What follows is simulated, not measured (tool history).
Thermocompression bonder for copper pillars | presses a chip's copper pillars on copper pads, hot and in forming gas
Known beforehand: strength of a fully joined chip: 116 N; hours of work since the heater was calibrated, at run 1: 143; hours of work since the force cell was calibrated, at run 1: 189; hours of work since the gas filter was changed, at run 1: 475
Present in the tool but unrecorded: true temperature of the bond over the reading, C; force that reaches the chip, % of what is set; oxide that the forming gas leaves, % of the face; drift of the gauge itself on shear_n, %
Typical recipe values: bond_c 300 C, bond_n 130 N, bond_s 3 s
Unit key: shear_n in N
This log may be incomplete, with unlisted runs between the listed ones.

run,hour,bond_c,bond_n,bond_s,hours of work since the heater was calibrated,hours of work since the force cell was calibrated,hours of work since the gas filter was changed,shear_n
1,0.0,300,130,3,143,189,475,56.0
# hour 6.3: forming gas filter changed
2,29.5,300,130,3,155,201,10,63.5
3,66.1,300,130,3,171,217,26,63.4
4,87.3,300,130,3,180,226,35,63.2
5,113.7,300,130,3,191,238,46,62.4
6,135.4,300,130,3,201,247,56,62.3
7,157.8,300,130,3,210,257,65,61.1
8,187.8,300,191,3,223,270,78,79.3
9,210.2,300,167,3,233,279,88,72.8
10,237.2,300,167,3,245,291,100,73.7
11,252.8,274,97,5,251,298,106,46.9
12,288.4,276,96,6,267,313,122,50.1
13,320.9,276,96,7,281,327,136,52.4
14,340.3,290,141,8,289,335,144,81.0
15,378.0,290,140,8,305,352,160,80.2
16,398.7,317,192,2,314,360,169,78.8
17,414.7,294,117,6,321,367,176,66.5

Forecast each of these 3 alternatives for the next run:
A,449.9,294,117,2,336,382,191,?
B,449.9,327,130,3,336,382,191,?
C,449.9,316,117,6,336,382,191,?

run,shear_n
A,46.4
B,72.6
C,77.1
Had the tool no hidden state, the same runs would have come out as:
run,shear_n
A,49.3
B,76.7
C,81.4
